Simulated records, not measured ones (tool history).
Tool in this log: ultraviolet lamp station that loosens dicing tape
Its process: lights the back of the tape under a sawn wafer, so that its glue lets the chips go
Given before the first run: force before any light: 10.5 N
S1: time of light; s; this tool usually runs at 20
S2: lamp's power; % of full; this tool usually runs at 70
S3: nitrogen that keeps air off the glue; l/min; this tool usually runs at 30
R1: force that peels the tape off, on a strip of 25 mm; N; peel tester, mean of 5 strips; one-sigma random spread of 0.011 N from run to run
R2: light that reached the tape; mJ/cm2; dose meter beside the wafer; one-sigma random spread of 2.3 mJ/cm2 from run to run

{"run": 1, "hour": 0.0, "S1": 20, "S2": 70, "S3": 30, "R1": 0.477, "R2": 230}
{"run": 2, "hour": 38.1, "S1": 20, "S2": 70, "S3": 30, "R1": 0.452, "R2": 230}
{"run": 3, "hour": 71.8, "S1": 20, "S2": 70, "S3": 30, "R1": 0.477, "R2": 235}
{"run": 4, "hour": 95.2, "S1": 20, "S2": 70, "S3": 30, "R1": 0.474, "R2": 232}
{"run": 5, "hour": 126.8, "S1": 20, "S2": 70, "S3": 36, "R1": 0.403, "R2": 231}
{"run": 6, "hour": 157.9, "S1": 20, "S2": 70, "S3": 36, "R1": 0.402, "R2": 232}
{"run": 7, "hour": 179.6, "S1": 31, "S2": 70, "S3": 43, "R1": 0.178, "R2": 358}
{"run": 8, "hour": 212.7, "S1": 12, "S2": 92, "S3": 30, "R1": 0.823, "R2": 187}
{"run": 9, "hour": 229.6, "S1": 12, "S2": 75, "S3": 17, "R1": 1.808, "R2": 149}
{"run": 10, "hour": 263.0, "S1": 12, "S2": 75, "S3": 17, "R1": 1.825, "R2": 148}

Below are 5 alternative next runs, each starting from the tool's condition after run 10. Predict each:
{"run": "A", "hour": 285.7, "S1": 10, "S2": 75, "S3": 13, "R1": "?", "R2": "?"}
{"run": "B", "hour": 285.7, "S1": 20, "S2": 70, "S3": 30, "R1": "?", "R2": "?"}
{"run": "C", "hour": 285.7, "S1": 40, "S2": 70, "S3": 50, "R1": "?", "R2": "?"}
{"run": "D", "hour": 285.7, "S1": 37, "S2": 77, "S3": 52, "R1": "?", "R2": "?"}
{"run": "E", "hour": 285.7, "S1": 20, "S2": 74, "S3": 14, "R1": "?", "R2": "?"}

run=A R1=2.779 R2=126
run=B R1=0.488 R2=234
run=C R1=0.158 R2=459
run=D R1=0.159 R2=471
run=E R1=0.823 R2=250
With no hidden state in the tool, these same runs would have given:
run=A R1=2.769 R2=126
run=B R1=0.484 R2=235
run=C R1=0.158 R2=460
run=D R1=0.159 R2=472
run=E R1=0.817 R2=250
